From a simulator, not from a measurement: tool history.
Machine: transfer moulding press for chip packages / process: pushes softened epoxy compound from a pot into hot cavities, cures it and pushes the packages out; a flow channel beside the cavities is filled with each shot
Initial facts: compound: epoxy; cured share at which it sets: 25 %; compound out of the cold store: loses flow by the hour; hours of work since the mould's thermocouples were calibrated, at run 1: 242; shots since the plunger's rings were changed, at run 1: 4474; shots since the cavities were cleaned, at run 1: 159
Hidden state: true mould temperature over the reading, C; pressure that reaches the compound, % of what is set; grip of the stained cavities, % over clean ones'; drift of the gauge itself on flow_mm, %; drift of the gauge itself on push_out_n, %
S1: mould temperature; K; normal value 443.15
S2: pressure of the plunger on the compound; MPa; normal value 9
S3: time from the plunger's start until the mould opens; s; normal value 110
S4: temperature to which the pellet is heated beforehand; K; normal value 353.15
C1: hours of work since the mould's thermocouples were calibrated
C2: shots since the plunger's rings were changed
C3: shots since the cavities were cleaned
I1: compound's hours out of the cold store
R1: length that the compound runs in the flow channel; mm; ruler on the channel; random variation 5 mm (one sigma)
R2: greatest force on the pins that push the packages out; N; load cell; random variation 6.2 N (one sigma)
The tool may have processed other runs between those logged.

Run 1, hour 0: usual settings; C1 242; C2 4474; C3 159; I1 17.5. Result: R1 698 mm, R2 324 N.
Run 2, hour 15.8: usual settings; C1 254; C2 4657; C3 342; I1 40.8. Result: R1 572 mm, R2 354 N.
Run 3, hour 37.6: usual settings but S3 95 s; C1 271; C2 4910; C3 595; I1 38.2. Result: R1 591 mm, R2 463 N.
At hour 57.6: plunger's sealing rings changed.
Run 4, hour 70.7: usual settings; C1 294; C2 152; C3 950; I1 47.5. Result: R1 567 mm, R2 467 N.
At hour 80.5: cavities cleaned with cleaning compound and waxed.
Run 5, hour 87.4: usual settings; C1 305; C2 328; C3 80; I1 38.5. Result: R1 616 mm, R2 277 N.
Run 6, hour 118.8: usual settings but S1 441.15 K; C1 329; C2 693; C3 445; I1 45.3. Result: R1 594 mm, R2 392 N.
Run 7, hour 136: usual settings; C1 342; C2 893; C3 645; I1 36.4. Result: R1 622 mm, R2 437 N.
Run 8, hour 158.7: usual settings; C1 359; C2 1156; C3 908; I1 25.2. Result: R1 683 mm, R2 449 N.
At hour 171.1: cavities cleaned with cleaning compound and waxed.
Run 9, hour 180.7: usual settings; C1 374; C2 1394; C3 111; I1 23.7. Result: R1 685 mm, R2 296 N.
At hour 192.8: mould's thermocouples calibrated.
Run 10, hour 210.7: usual settings; C1 13; C2 1719; C3 436; I1 27.9. Result: R1 660 mm, R2 391 N.
Run 11, hour 226.2: usual settings; C1 25; C2 1899; C3 616; I1 20.7. Result: R1 713 mm, R2 419 N.
Run 12, hour 246.7: usual settings but S3 109 s; C1 41; C2 2136; C3 853; I1 45.9. Result: R1 567 mm, R2 451 N.
At hour 262.9: cavities cleaned with cleaning compound and waxed.
Run 13, hour 278.8: usual settings but S1 445.15 K, S2 7.66 MPa, S3 134 s, S4 355.15 K; C1 64; C2 2491; C3 185; I1 12.4. Result: R1 685 mm, R2 303 N.
Run 14, hour 296.2: usual settings but S1 445.15 K, S2 7.66 MPa, S3 134 s, S4 355.15 K; C1 77; C2 2694; C3 388; I1 26.5. Result: R1 607 mm, R2 348 N.
At hour 305.3: mould's thermocouples calibrated, once more.
Run 15, hour 314: usual settings but S2 9.79 MPa, S4 358.15 K; C1 7; C2 2876; C3 570; I1 18.9. Result: R1 728 mm, R2 416 N.
Run 16, hour 336.4: usual settings but S2 9.79 MPa, S4 358.15 K; C1 23; C2 3137; C3 831; I1 47. Result: R1 579 mm, R2 443 N.
At hour 354.8: cavities cleaned with cleaning compound and waxed.
Run 17, hour 355.9: usual settings but S3 142 s, S4 343.15 K; C1 37; C2 3345; C3 13; I1 8.7. Result: R1 766 mm, R2 239 N.
Run 18, hour 374.6: usual settings; C1 51; C2 3562; C3 230; I1 47.7. Result: R1 548 mm, R2 323 N.
Run 19, hour 402.6: usual settings but S1 444.15 K, S3 107 s, S4 343.15 K; C1 72; C2 3887; C3 555; I1 33.4. Result: R1 615 mm, R2 402 N.
Run 20, hour 429.9: usual settings but S1 444.15 K, S3 107 s, S4 343.15 K; C1 93; C2 4204; C3 872; I1 23.9. Result: R1 659 mm, R2 463 N.
At hour 446.4: cavities cleaned with cleaning compound and waxed.
Run 21, hour 455.8: usual settings but S2 7.73 MPa, S3 140 s, S4 350.15 K; C1 111; C2 4487; C3 109; I1 17.6. Result: R1 644 mm, R2 272 N.
Run 22, hour 469.6: usual settings but S2 10.75 MPa, S3 140 s, S4 350.15 K; C1 121; C2 4647; C3 269; I1 27.5. Result: R1 698 mm, R2 319 N.
Run 23, hour 496.9: usual settings but S1 438.15 K, S2 9.9 MPa, S3 104 s, S4 348.15 K; C1 142; C2 4963; C3 585; I1 36.8. Result: R1 635 mm, R2 521 N.

Consider 5 possible next runs. They are alternatives, not a sequence: every one starts from the tool as it was left by run 23. What does each give?
At hour 513: plunger's sealing rings changed.
Run A, hour 529.4: usual settings but S1 438.15 K, S2 9.12 MPa, S3 104 s, S4 362.15 K; C1 164; C2 190; C3 934; I1 10.1. Result: R1 ?, R2 ?.
At hour 513: plunger's sealing rings changed.
Run B, hour 529.4: usual settings but S1 450.15 K, S2 10.11 MPa, S3 104 s, S4 349.15 K; C1 164; C2 190; C3 934; I1 40.7. Result: R1 ?, R2 ?.
At hour 513: plunger's sealing rings changed.
Run C, hour 529.4: usual settings but S1 448.15 K, S2 8.34 MPa, S3 138 s, S4 348.15 K; C1 164; C2 190; C3 934; I1 30.8. Result: R1 ?, R2 ?.
At hour 513: plunger's sealing rings changed.
Run D, hour 529.4: usual settings but S1 438.15 K, S2 10.75 MPa, S3 137 s, S4 348.15 K; C1 164; C2 190; C3 934; I1 47.9. Result: R1 ?, R2 ?.
At hour 513: plunger's sealing rings changed.
Run E, hour 529.4: usual settings but S1 451.15 K, S2 8.83 MPa, S3 104 s, S4 360.15 K; C1 164; C2 190; C3 934; I1 19.5. Result: R1 ?, R2 ?.

run   R1   R2
  A  803  601
  B  632  423
  C  627  412
  D  635  437
  E  701  438
Had the tool no hidden state, the same runs would have come out as:
run   R1   R2
  A  803  311
  B  632  225
  C  628  215
  D  636  229
  E  701  232

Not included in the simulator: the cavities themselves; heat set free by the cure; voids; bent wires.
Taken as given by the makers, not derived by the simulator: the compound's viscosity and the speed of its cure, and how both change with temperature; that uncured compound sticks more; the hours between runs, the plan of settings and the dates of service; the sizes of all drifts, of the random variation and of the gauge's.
